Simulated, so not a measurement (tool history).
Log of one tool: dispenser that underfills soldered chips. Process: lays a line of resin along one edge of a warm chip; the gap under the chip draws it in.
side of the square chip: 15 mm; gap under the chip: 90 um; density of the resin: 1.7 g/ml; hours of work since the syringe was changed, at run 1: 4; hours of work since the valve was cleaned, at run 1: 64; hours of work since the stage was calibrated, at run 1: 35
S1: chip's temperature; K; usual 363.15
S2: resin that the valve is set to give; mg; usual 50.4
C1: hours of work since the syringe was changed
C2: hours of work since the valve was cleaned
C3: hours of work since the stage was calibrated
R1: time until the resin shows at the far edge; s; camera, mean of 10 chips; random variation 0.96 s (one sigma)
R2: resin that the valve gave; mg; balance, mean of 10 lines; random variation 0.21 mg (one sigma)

| run | hour | S1 | S2 | C1 | C2 | C3 | R1 | R2 |
|---|---|---|---|---|---|---|---|---|
| 1 | 0.0 | 363.15 | 50.4 | 4 | 64 | 35 | 108.6 | 47.51 |
|  | 6.0 | new syringe of resin |
| 2 | 6.0 | 363.15 | 50.4 | 0 | 68 | 39 | 91.2 | 47.42 |
|  | 8.0 | dispensing valve cleaned and set on the balance |
| 3 | 9.9 | 363.15 | 50.4 | 2 | 1 | 41 | 98.9 | 49.86 |
| 4 | 15.3 | 363.15 | 50.4 | 6 | 5 | 45 | 118.0 | 49.92 |
|  | 18.4 | new syringe of resin |
| 5 | 20.1 | 367.15 | 50.4 | 1 | 8 | 48 | 79.1 | 50.00 |
| 6 | 24.5 | 367.15 | 50.4 | 4 | 11 | 51 | 91.5 | 50.01 |
| 7 | 28.5 | 363.15 | 50.4 | 7 | 14 | 54 | 125.0 | 49.64 |
|  | 30.0 | new syringe of resin |
| 8 | 31.4 | 363.15 | 50.4 | 1 | 16 | 56 | 94.4 | 49.83 |
| 9 | 36.1 | 363.15 | 50.4 | 4 | 19 | 59 | 109.1 | 49.53 |
| 10 | 39.3 | 363.15 | 50.4 | 7 | 22 | 62 | 120.6 | 49.56 |
|  | 41.7 | new syringe of resin |
| 11 | 42.1 | 363.15 | 50.4 | 0 | 23 | 63 | 91.3 | 48.86 |
| 12 | 46.7 | 362.15 | 50.4 | 3 | 27 | 67 | 108.3 | 49.44 |
| 13 | 50.4 | 362.15 | 50.4 | 6 | 29 | 69 | 121.4 | 48.83 |
|  | 53.3 | new syringe of resin |
| 14 | 53.3 | 363.15 | 53.2 | 0 | 31 | 71 | 87.8 | 51.37 |
| 15 | 57.8 | 363.15 | 50.4 | 3 | 34 | 74 | 102.4 | 48.91 |
| 16 | 62.9 | 363.15 | 64.2 | 7 | 38 | 78 | 114.2 | 62.03 |
|  | 64.8 | new syringe of resin |
| 17 | 65.7 | 363.15 | 49.3 | 1 | 40 | 80 | 98.0 | 47.68 |
| 18 | 70.4 | 363.15 | 49.3 | 4 | 43 | 83 | 112.3 | 47.08 |
| 19 | 73.0 | 363.15 | 49.3 | 6 | 45 | 85 | 116.7 | 47.33 |
|  | 76.4 | new syringe of resin |
| 20 | 77.0 | 363.15 | 60.0 | 0 | 47 | 87 | 92.2 | 57.15 |
| 21 | 82.2 | 373.15 | 47.1 | 4 | 51 | 91 | 73.9 | 44.98 |
| 22 | 87.5 | 361.15 | 50.8 | 8 | 55 | 95 | 141.2 | 48.29 |
|  | 88.1 | new syringe of resin |
| 23 | 92.3 | 364.15 | 63.2 | 3 | 58 | 98 | 93.1 | 59.70 |
| 24 | 96.1 | 377.15 | 49.0 | 6 | 61 | 101 | 65.0 | 46.39 |
|  | 99.7 | new syringe of resin |
| 25 | 99.7 | 377.15 | 48.6 | 0 | 63 | 103 | 50.2 | 45.69 |
| 26 | 104.1 | 377.15 | 48.6 | 3 | 66 | 106 | 57.6 | 45.60 |
|  | 108.1 | dispensing valve cleaned and set on the balance |
| 27 | 109.2 | 359.15 | 62.2 | 6 | 1 | 109 | 133.6 | 62.06 |
| 28 | 111.8 | 364.15 | 47.1 | 8 | 3 | 111 | 120.5 | 47.12 |
|  | 112.6 | new syringe of resin |
| 29 | 114.7 | 358.15 | 56.8 | 1 | 4 | 113 | 115.2 | 56.50 |
| 30 | 119.2 | 372.15 | 56.4 | 5 | 8 | 116 | 72.9 | 55.76 |
| 31 | 123.2 | 372.15 | 56.4 | 8 | 11 | 119 | 84.7 | 55.49 |
|  | 124.1 | new syringe of resin |
| 32 | 127.4 | 374.15 | 51.0 | 2 | 13 | 122 | 63.4 | 50.37 |
| 33 | 130.5 | 367.15 | 58.8 | 4 | 15 | 124 | 91.0 | 57.81 |
| 34 | 134.7 | 367.15 | 58.8 | 7 | 18 | 127 | 104.0 | 57.78 |
|  | 135.8 | new syringe of resin |
| 35 | 137.8 | 365.15 | 44.9 | 1 | 20 | 129 | 92.8 | 44.25 |
| 36 | 142.0 | 365.15 | 44.9 | 4 | 23 | 132 | 102.9 | 43.80 |

3 ways to go on from here, each from the tool as it stands after run 36. What would each give?
| A | 146.0 | 373.15 | 44.9 | 7 | 26 | 134 | ? | ? |
| B | 146.0 | 359.15 | 50.4 | 7 | 26 | 134 | ? | ? |
| C | 146.0 | 367.15 | 62.8 | 7 | 26 | 134 | ? | ? |

| run | R1 | R2 |
|---|---|---|
| A | 85.4 | 43.84 |
| B | 148.1 | 49.25 |
| C | 103.2 | 61.47 |
Without the tool's hidden state the same runs would have given:
| run | R1 | R2 |
|---|---|---|
| A | 63.0 | 44.99 |
| B | 109.7 | 50.54 |
| C | 76.6 | 63.08 |
